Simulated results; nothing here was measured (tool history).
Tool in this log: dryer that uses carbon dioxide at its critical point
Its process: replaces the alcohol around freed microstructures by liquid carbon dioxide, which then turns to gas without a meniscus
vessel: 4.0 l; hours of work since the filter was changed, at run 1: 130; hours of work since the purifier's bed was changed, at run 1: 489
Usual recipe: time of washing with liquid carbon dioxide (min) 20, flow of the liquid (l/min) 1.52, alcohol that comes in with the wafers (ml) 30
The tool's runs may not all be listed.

run,hour,time of washing with liquid carbon dioxide (min),flow of the liquid (l/min),alcohol that comes in with the wafers (ml),hours of work since the filter was changed,hours of work since the purifier's bed was changed,alcohol left in the vessel before it's heated (ppm by volume)
1,0,20,1.52,30,130,489,117
2,35.6,20,1.52,30,151,510,120
3,63.1,20,1.17,30,167,526,166
4,101.8,20,1.52,39,190,549,126
5,142.1,20,1.52,39,214,573,136
6,191,20,1.52,58,243,602,148
7,221.3,20,1.52,30,261,620,128
8,246,20,1.52,30,275,635,136
# hour 251.8: inlet filter changed
9,284.2,20,1.52,30,19,657,141
10,316.4,20,1.52,30,38,676,153
11,340.3,20,1.52,30,53,690,147
12,383.9,20,1.52,69,78,716,161
13,418,20,1.52,69,99,736,169
14,446.2,20,1.52,69,115,753,179
15,484.7,20,1.52,30,138,776,158
16,524.2,20,1.52,30,162,799,168
17,566.2,20,1.52,30,187,824,182
18,597.9,20,1.52,30,205,843,185
19,620.7,20,1.52,30,219,857,185
20,653.1,20,1.52,30,238,876,186
21,682.1,20,1.52,30,255,893,192
22,710.1,20,0.95,30,272,910,338
# hour 721.8: inlet filter changed
23,746.1,28,1.66,30,14,930,185
24,782.1,20,1.45,21,36,952,203
25,814.7,20,0.94,30,55,971,335
26,855,20,0.94,30,79,995,337
27,893.9,13,1.53,30,102,1018,298
28,922,20,1.61,27,119,1035,207
29,949,20,1.61,27,135,1051,221
30,980.7,26,1.91,47,154,1070,211
31,1034.2,21,1.64,101,185,1101,240
32,1072,21,1.64,101,208,1124,235
33,1101.6,14,1.55,101,225,1141,469
34,1126.1,14,1.55,101,240,1156,494
35,1162.4,14,1.47,116,262,1177,636
# hour 1191.6: inlet filter changed
36,1213.8,14,1.47,116,13,1207,535
37,1264.4,14,1.47,116,43,1237,558
38,1303.1,14,1.47,116,66,1260,577
39,1344.8,19,1.19,21,91,1285,297
40,1379.9,30,0.96,91,112,1306,323
41,1422.9,32,1.6,31,137,1331,264
42,1453.7,16,1.6,34,156,1350,298
43,1476.1,12,1.36,36,169,1363,555
44,1498.8,24,1.52,113,182,1377,282

Results per run with the tool's hidden condition removed, run-to-run variation unchanged:
Unlogged tool condition in this case: flow that reaches the vessel past the clogged filter, %; alcohol in the recycled carbon dioxide, ppm; drift of the gauge itself on alcohol_ppm, %.
run,alcohol left in the vessel before it's heated (ppm by volume)
1,18
2,20
3,53
4,16
5,19
6,21
7,7
8,11
9,15
10,18
11,11
12,23
13,24
14,27
15,4
16,15
17,20
18,18
19,14
20,14
21,17
22,129
23,5
24,18
25,136
26,132
27,94
28,9
29,15
30,3
31,20
32,19
33,196
34,214
35,313
36,303
37,304
38,308
39,41
40,56
41,2
42,32
43,251
44,10
